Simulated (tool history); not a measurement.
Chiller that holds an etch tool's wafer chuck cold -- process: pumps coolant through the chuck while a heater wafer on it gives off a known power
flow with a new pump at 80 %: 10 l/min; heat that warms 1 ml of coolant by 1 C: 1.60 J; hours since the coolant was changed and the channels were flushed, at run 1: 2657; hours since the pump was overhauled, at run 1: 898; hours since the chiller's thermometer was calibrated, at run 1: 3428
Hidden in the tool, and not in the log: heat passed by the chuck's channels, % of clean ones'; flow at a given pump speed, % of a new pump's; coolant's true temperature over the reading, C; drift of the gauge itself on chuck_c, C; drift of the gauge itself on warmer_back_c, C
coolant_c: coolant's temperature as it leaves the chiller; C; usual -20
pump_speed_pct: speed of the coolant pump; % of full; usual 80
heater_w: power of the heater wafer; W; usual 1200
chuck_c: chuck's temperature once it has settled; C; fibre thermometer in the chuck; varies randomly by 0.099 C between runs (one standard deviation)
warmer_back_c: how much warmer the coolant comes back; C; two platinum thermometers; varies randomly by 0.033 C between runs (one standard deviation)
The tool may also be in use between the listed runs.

run,day,coolant_c,pump_speed_pct,heater_w,hours since the coolant was changed and the channels were flushed,hours since the pump was overhauled,hours since the chiller's thermometer was calibrated,chuck_c,warmer_back_c
1,0.000,-20,80,1200,2657,898,3428,-6.46,4.47
2,1.733,-27,80,1200,2699,939,3469,-13.69,4.45
3,3.408,-20,66,1200,2739,980,3509,-5.21,5.42
4,4.742,-20,66,1200,2771,1012,3541,-5.31,5.44
5,6.417,-20,77,1200,2811,1052,3582,-6.39,4.54
6,7.750,-20,80,1200,2843,1084,3614,-6.56,4.40
7,9.838,-20,80,1200,2893,1134,3664,-6.53,4.40
8,11.125,-20,80,656,2924,1165,3695,-12.62,2.32
# day 12.762: chiller's thermometer calibrated
9,13.846,-14,76,1200,2988,1229,26,-0.27,4.54
10,16.083,-14,73,1728,3042,1283,80,6.26,6.88
11,18.612,-13,60,1728,3103,1344,140,9.57,8.30
12,19.854,-25,62,1016,3132,1373,170,-12.01,4.59
13,21.796,-25,62,1016,3179,1420,217,-12.15,4.59
14,24.625,-13,97,1016,3247,1488,285,-2.86,2.90
15,26.608,-20,64,662,3295,1535,332,-11.73,2.72
16,28.471,-20,67,1200,3339,1580,377,-5.13,5.00

Each row is a separate what-if for the run after 16, all from the same tool condition, not one after another. Results?
A,31.362,-28,90,1090,3409,1650,446,?,?
B,31.362,-20,90,634,3409,1650,446,?,?
C,31.362,-20,62,1200,3409,1650,446,?,?
D,31.362,-20,69,920,3409,1650,446,?,?

run,chuck_c,warmer_back_c
A,-16.55,3.27
B,-13.27,1.70
C,-4.82,5.29
D,-9.03,3.56
With no hidden state in the tool, these same runs would have given:
run,chuck_c,warmer_back_c
A,-16.56,3.67
B,-13.27,2.09
C,-4.83,5.69
D,-9.04,3.96
